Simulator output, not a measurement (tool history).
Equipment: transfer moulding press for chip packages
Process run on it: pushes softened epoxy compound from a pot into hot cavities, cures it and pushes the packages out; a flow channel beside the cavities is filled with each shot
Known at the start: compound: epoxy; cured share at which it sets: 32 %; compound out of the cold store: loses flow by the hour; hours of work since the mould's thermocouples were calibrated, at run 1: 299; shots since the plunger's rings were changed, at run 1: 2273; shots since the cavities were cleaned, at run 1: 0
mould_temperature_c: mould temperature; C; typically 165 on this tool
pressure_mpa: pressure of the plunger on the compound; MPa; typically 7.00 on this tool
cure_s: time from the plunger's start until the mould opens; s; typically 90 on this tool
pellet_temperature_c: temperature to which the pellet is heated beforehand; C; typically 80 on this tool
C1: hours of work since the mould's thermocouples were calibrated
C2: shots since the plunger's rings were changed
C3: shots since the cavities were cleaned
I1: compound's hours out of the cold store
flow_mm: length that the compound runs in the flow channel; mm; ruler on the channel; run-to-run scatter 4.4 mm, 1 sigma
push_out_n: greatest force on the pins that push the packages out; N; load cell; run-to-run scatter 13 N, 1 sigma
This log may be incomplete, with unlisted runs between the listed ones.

run 1 hour=0.0 | mould_temperature_c=165 pressure_mpa=7.00 cure_s=90 pellet_temperature_c=80 | C1=299 C2=2273 C3=0 | I1=35.6 | flow_mm=803 push_out_n=585
run 2 hour=8.2 | mould_temperature_c=165 pressure_mpa=7.00 cure_s=90 pellet_temperature_c=80 | C1=304 C2=2386 C3=113 | I1=10.7 | flow_mm=918 push_out_n=848
run 3 hour=16.8 | mould_temperature_c=158 pressure_mpa=7.00 cure_s=90 pellet_temperature_c=80 | C1=310 C2=2504 C3=231 | I1=9.6 | flow_mm=963 push_out_n=1754
run 4 hour=23.4 | mould_temperature_c=165 pressure_mpa=7.00 cure_s=90 pellet_temperature_c=80 | C1=315 C2=2596 C3=323 | I1=47.4 | flow_mm=747 push_out_n=1012
run 5 hour=33.6 | mould_temperature_c=165 pressure_mpa=7.00 cure_s=90 pellet_temperature_c=80 | C1=322 C2=2737 C3=464 | I1=16.2 | flow_mm=888 push_out_n=1238
run 6 hour=41.0 | mould_temperature_c=165 pressure_mpa=7.00 cure_s=90 pellet_temperature_c=80 | C1=327 C2=2838 C3=565 | I1=30.8 | flow_mm=813 push_out_n=1159
run 7 hour=54.2 | mould_temperature_c=165 pressure_mpa=7.00 cure_s=90 pellet_temperature_c=80 | C1=336 C2=3021 C3=748 | I1=40.5 | flow_mm=769 push_out_n=1249
-- hour=62.1 cavities cleaned with cleaning compound and waxed
run 8 hour=69.6 | mould_temperature_c=165 pressure_mpa=7.00 cure_s=90 pellet_temperature_c=80 | C1=345 C2=3212 C3=103 | I1=14.4 | flow_mm=887 push_out_n=1670
run 9 hour=78.3 | mould_temperature_c=165 pressure_mpa=7.00 cure_s=90 pellet_temperature_c=80 | C1=351 C2=3332 C3=223 | I1=35.5 | flow_mm=789 push_out_n=1506
run 10 hour=90.5 | mould_temperature_c=165 pressure_mpa=7.00 cure_s=90 pellet_temperature_c=80 | C1=360 C2=3501 C3=392 | I1=41.1 | flow_mm=764 push_out_n=1438
run 11 hour=97.6 | mould_temperature_c=165 pressure_mpa=7.00 cure_s=90 pellet_temperature_c=80 | C1=365 C2=3599 C3=490 | I1=9.7 | flow_mm=909 push_out_n=1507
run 12 hour=106.3 | mould_temperature_c=165 pressure_mpa=7.00 cure_s=90 pellet_temperature_c=80 | C1=370 C2=3719 C3=610 | I1=18.6 | flow_mm=865 push_out_n=1443
run 13 hour=118.4 | mould_temperature_c=159 pressure_mpa=7.00 cure_s=86 pellet_temperature_c=80 | C1=379 C2=3885 C3=776 | I1=13.3 | flow_mm=922 push_out_n=2489
-- hour=123.2 cavities cleaned with cleaning compound and waxed
-- hour=127.0 cavities cleaned with cleaning compound and waxed, once more
run 14 hour=132.4 | mould_temperature_c=159 pressure_mpa=7.00 cure_s=86 pellet_temperature_c=80 | C1=386 C2=4038 C3=75 | I1=29.2 | flow_mm=838 push_out_n=1229
run 15 hour=141.0 | mould_temperature_c=159 pressure_mpa=7.00 cure_s=86 pellet_temperature_c=77 | C1=392 C2=4157 C3=194 | I1=9.0 | flow_mm=946 push_out_n=1786
run 16 hour=150.7 | mould_temperature_c=159 pressure_mpa=7.00 cure_s=86 pellet_temperature_c=77 | C1=399 C2=4290 C3=327 | I1=29.4 | flow_mm=836 push_out_n=1746
run 17 hour=162.1 | mould_temperature_c=165 pressure_mpa=7.00 cure_s=126 pellet_temperature_c=70 | C1=407 C2=4447 C3=484 | I1=23.4 | flow_mm=833 push_out_n=863
run 18 hour=177.0 | mould_temperature_c=165 pressure_mpa=7.00 cure_s=126 pellet_temperature_c=70 | C1=417 C2=4653 C3=690 | I1=31.5 | flow_mm=801 push_out_n=945
-- hour=188.2 cavities cleaned with cleaning compound and waxed
run 19 hour=191.7 | mould_temperature_c=165 pressure_mpa=7.53 cure_s=71 pellet_temperature_c=80 | C1=426 C2=4835 C3=48 | I1=36.2 | flow_mm=805 push_out_n=1087
run 20 hour=200.6 | mould_temperature_c=160 pressure_mpa=7.62 cure_s=77 pellet_temperature_c=74 | C1=432 C2=4958 C3=171 | I1=39.5 | flow_mm=813 push_out_n=1735
run 21 hour=210.5 | mould_temperature_c=169 pressure_mpa=6.88 cure_s=75 pellet_temperature_c=79 | C1=439 C2=5095 C3=308 | I1=32.9 | flow_mm=767 push_out_n=1101
run 22 hour=217.4 | mould_temperature_c=169 pressure_mpa=6.88 cure_s=75 pellet_temperature_c=79 | C1=443 C2=5189 C3=402 | I1=29.9 | flow_mm=769 push_out_n=1237
run 23 hour=226.8 | mould_temperature_c=166 pressure_mpa=7.69 cure_s=124 pellet_temperature_c=89 | C1=450 C2=5319 C3=532 | I1=30.4 | flow_mm=822 push_out_n=897

Consider 3 possible next runs. They are alternatives, not a sequence: every one starts from the tool as it was left by run 23. What does each give?
run A hour=236.6 | mould_temperature_c=162 pressure_mpa=7.00 cure_s=90 pellet_temperature_c=80 | C1=456 C2=5455 C3=668 | I1=38.9 | flow_mm=? push_out_n=?
run B hour=236.6 | mould_temperature_c=166 pressure_mpa=7.69 cure_s=81 pellet_temperature_c=78 | C1=456 C2=5455 C3=668 | I1=24.8 | flow_mm=? push_out_n=?
run C hour=236.6 | mould_temperature_c=166 pressure_mpa=5.81 cure_s=127 pellet_temperature_c=89 | C1=456 C2=5455 C3=668 | I1=35.8 | flow_mm=? push_out_n=?

run=A flow_mm=768 push_out_n=1420
run=B flow_mm=859 push_out_n=1388
run=C flow_mm=701 push_out_n=922
With no hidden state in the tool, these same runs would have given:
run=A flow_mm=817 push_out_n=662
run=B flow_mm=913 push_out_n=648
run=C flow_mm=745 push_out_n=426

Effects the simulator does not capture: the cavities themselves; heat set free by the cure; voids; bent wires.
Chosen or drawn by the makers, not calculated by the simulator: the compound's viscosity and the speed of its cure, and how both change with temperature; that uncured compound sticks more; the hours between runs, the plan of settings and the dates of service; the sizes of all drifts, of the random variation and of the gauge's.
